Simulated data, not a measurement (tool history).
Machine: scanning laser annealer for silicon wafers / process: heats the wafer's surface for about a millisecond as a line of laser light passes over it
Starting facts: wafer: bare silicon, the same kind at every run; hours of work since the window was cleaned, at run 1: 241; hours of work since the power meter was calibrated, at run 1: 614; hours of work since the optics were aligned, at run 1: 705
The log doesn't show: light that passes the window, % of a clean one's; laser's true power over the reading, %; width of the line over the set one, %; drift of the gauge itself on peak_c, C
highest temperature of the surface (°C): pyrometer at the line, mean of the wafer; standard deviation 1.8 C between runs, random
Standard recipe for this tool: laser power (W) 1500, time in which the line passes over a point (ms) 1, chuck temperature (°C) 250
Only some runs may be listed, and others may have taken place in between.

run	hour	laser power (W)	time in which the line passes over a point (ms)	chuck temperature (°C)	hours of work since the window was cleaned	hours of work since the power meter was calibrated	hours of work since the optics were aligned	highest temperature of the surface (°C)
1	0	1500	1	250	241	614	705	978
2	36.3	1500	1	250	262	634	725	979
3	69	1500	1	251	280	653	744	979
4	108.5	1500	1	251	302	675	766	977
# hour 124.5: optics aligned, line set to its width
5	134	1500	1	251	314	686	5	989
6	164	1500	1	234	331	703	22	971
7	188.9	1500	1	234	345	717	36	971
8	221.5	1500	1	234	363	736	55	968
9	243.2	1500	0.98	250	375	748	67	976
10	263.6	1500	0.98	250	387	759	78	976
11	289.4	1500	1	256	402	774	93	985
12	325.8	1500	1	250	422	795	113	981
13	349.7	1500	1	250	436	808	127	981
14	379.9	1500	1	250	453	825	144	980
15	416.3	1500	1	232	473	846	165	962
16	434.3	1500	1	232	483	856	175	956
17	454.5	1500	1	232	495	867	186	959
18	488.9	1614	0.89	228	514	886	205	981
19	520.3	1432	0.79	245	532	904	223	849
20	549.3	1548	0.87	278	548	921	240	979
21	586.3	1589	1	275	569	941	260	1057
22	617.8	1624	1.12	250	587	959	278	1098
23	652.3	1624	1.12	250	606	979	298	1092
24	672.7	1360	0.82	241	618	990	309	810
25	692.6	1360	0.82	241	629	1001	320	812
26	728.4	1548	0.81	263	649	1021	340	934
27	750.2	1548	0.81	263	661	1034	353	935
28	766.7	1500	1	223	671	1043	362	934
29	806.4	1500	0.95	250	693	1065	384	947
30	826.9	1500	0.73	235	705	1077	396	846
# hour 855.3: window over the wafer cleaned
31	863.1	1500	0.73	235	4	1096	415	872
32	901.7	1500	0.73	235	26	1118	437	870
33	935.9	1495	1.09	246	45	1137	456	1021
34	975.2	1596	1.01	250	68	1159	478	1061

5 options for the next run, each taken on its own from the tool as it stands now. Forecast them:
A	1009.4	1500	1	262	87	1179	498	?
B	1009.4	1500	1	287	87	1179	498	?
C	1009.4	1452	0.96	225	87	1179	498	?
D	1009.4	1596	0.86	268	87	1179	498	?
E	1009.4	1500	0.86	281	87	1179	498	?

run	highest temperature of the surface (°C)
A	1006
B	1031
C	922
D	1017
E	971
With the hidden condition removed and each run's random variation left untouched, the same runs would have given:
run	highest temperature of the surface (°C)
A	1015
B	1040
C	931
D	1027
E	979
